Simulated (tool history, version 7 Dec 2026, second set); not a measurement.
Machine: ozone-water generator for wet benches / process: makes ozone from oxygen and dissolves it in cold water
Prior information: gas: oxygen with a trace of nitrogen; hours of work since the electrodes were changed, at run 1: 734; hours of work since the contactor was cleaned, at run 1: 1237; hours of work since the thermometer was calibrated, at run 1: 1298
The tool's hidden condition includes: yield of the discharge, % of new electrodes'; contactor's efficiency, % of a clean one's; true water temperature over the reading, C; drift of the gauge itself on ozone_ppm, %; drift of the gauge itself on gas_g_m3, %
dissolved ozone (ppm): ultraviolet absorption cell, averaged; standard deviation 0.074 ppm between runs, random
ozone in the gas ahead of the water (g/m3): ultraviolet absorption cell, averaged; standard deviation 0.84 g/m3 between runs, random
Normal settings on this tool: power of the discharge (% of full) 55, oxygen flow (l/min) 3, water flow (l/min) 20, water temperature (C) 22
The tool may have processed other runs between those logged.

run,hour,power of the discharge (% of full),oxygen flow (l/min),water flow (l/min),water temperature (C),hours of work since the electrodes were changed,hours of work since the contactor was cleaned,hours of work since the thermometer was calibrated,dissolved ozone (ppm),ozone in the gas ahead of the water (g/m3)
1,0,55,3,20,22,734,1237,1298,10.19,135
2,27.7,55,3,20,22,754,1257,1317,10.11,135.2
3,50.2,55,3,20,22,770,1273,1333,10.27,136.9
4,72.6,55,3,20,22,786,1288,1349,10.19,135.3
5,103.5,55,3,20,22,808,1310,1371,10.2,135.5
6,123.1,55,3,20,22,822,1324,1385,10.16,136.4
7,140.3,55,3,20,20,834,1336,1397,10.32,134.8
8,166.3,55,3,20,20,852,1355,1415,10.22,135.8
9,191.4,64,1.87,20,22,870,1372,1433,9.64,179.3
10,204,64,1.87,20,22,879,1381,1442,9.59,178.1
11,233.9,64,1.87,20,22,900,1402,1463,9.58,179.6
12,261.7,65,2,18,22,920,1422,1483,11.2,176.4
13,292.6,63,1.64,17,24,941,1444,1505,10.33,185
14,305.2,90,3,26,22,950,1453,1514,11.51,199.1
15,322.1,90,3,26,22,962,1465,1526,11.36,199.6

Alternative continuations, all from the tool just after run 15; predict every row:
A,350.2,90,4.63,13,17,982,1485,1545,?,?
B,350.2,53,4.47,20,22,982,1485,1545,?,?
C,350.2,55,3,18,14,982,1485,1545,?,?
D,350.2,67,3,20,18,982,1485,1545,?,?

run,dissolved ozone (ppm),ozone in the gas ahead of the water (g/m3)
A,25.19,173.6
B,10.86,113.3
C,12.21,134.6
D,12.39,158.7
What these runs would have given with no unlogged condition in the tool:
run,dissolved ozone (ppm),ozone in the gas ahead of the water (g/m3)
A,25.84,175.8
B,11.15,114.2
C,12.51,135.8
D,12.74,160.3
